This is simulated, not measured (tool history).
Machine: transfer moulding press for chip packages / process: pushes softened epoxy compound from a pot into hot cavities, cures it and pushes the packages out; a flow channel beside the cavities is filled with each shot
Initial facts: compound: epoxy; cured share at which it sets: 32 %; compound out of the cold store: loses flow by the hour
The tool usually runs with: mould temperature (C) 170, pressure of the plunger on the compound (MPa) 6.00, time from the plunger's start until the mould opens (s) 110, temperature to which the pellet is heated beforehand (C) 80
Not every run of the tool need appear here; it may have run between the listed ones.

run   hour  mould temperature (C)  pressure of the plunger on the compound (MPa)  time from the plunger's start until the mould opens (s)  temperature to which the pellet is heated beforehand (C)  incoming compound's hours out of the cold store  length that the compound runs in the flow channel (mm)  greatest force on the pins that push the packages out (N)
  1    0.0                    170                                           6.00                                                      110                                                        80                                              9.2                                                     743                                                        401
  2   16.0                    170                                           6.00                                                      110                                                        80                                             39.2                                                     665                                                        397
      30.0  -- cavities cleaned with cleaning compound and waxed
  3   30.7                    170                                           6.00                                                      110                                                        80                                             10.5                                                     738                                                        233
  4   49.4                    170                                           6.00                                                      110                                                        80                                             25.9                                                     686                                                        294
  5   60.3                    170                                           6.00                                                      110                                                        80                                             45.9                                                     636                                                        326
  6   68.3                    170                                           6.00                                                      114                                                        80                                             13.7                                                     723                                                        337
  7   78.9                    170                                           6.00                                                      114                                                        80                                             35.8                                                     669                                                        342
  8   91.6                    170                                           6.00                                                      114                                                        80                                              8.3                                                     729                                                        392
  9  100.1                    170                                           6.00                                                      149                                                        80                                             45.4                                                     646                                                        317
 10  114.0                    170                                           6.00                                                      149                                                        77                                             17.5                                                     711                                                        329
     117.0  -- cavities cleaned with cleaning compound and waxed
 11  132.3                    171                                           6.88                                                      149                                                        78                                             28.0                                                     719                                                        227
 12  142.2                    170                                           5.02                                                      110                                                        80                                             43.6                                                     579                                                        306
 13  153.3                    164                                           5.02                                                      118                                                        83                                             41.8                                                     603                                                        414
 14  165.2                    164                                           6.00                                                      137                                                        75                                             32.3                                                     690                                                        362
 15  174.9                    173                                           6.00                                                      147                                                        75                                              9.3                                                     698                                                        303
 16  188.2                    169                                           6.00                                                      147                                                        75                                             44.2                                                     633                                                        326
     191.6  -- plunger's sealing rings changed
     206.9  -- cavities cleaned with cleaning compound and waxed
 17  209.4                    168                                           6.90                                                      128                                                        75                                             13.8                                                     831                                                        219
 18  225.0                    170                                           7.33                                                      110                                                        80                                             12.5                                                     854                                                        304
 19  239.0                    175                                           7.33                                                      110                                                        80                                             42.9                                                     742                                                        281

Below are 5 alternative next runs, each starting from the tool's condition after run 19. Predict each:
  A  250.0                    170                                           7.06                                                      108                                                        79                                             11.1                                                       ?                                                          ?
  B  250.0                    164                                           4.86                                                      118                                                        80                                             12.9                                                       ?                                                          ?
  C  250.0                    175                                           5.61                                                      110                                                        79                                             24.8                                                       ?                                                          ?
  D  250.0                    175                                           7.33                                                      110                                                        78                                              8.9                                                       ?                                                          ?
  E  250.0                    170                                           4.80                                                      110                                                        80                                             34.3                                                       ?                                                          ?

run  length that the compound runs in the flow channel (mm)  greatest force on the pins that push the packages out (N)
  A                                                     832                                                        391
  B                                                     708                                                        473
  C                                                     683                                                        309
  D                                                     836                                                        301
  E                                                     632                                                        360
With no hidden state in the tool, these same runs would have given:
run  length that the compound runs in the flow channel (mm)  greatest force on the pins that push the packages out (N)
  A                                                     840                                                        233
  B                                                     714                                                        281
  C                                                     689                                                        186
  D                                                     843                                                        180
  E                                                     638                                                        215
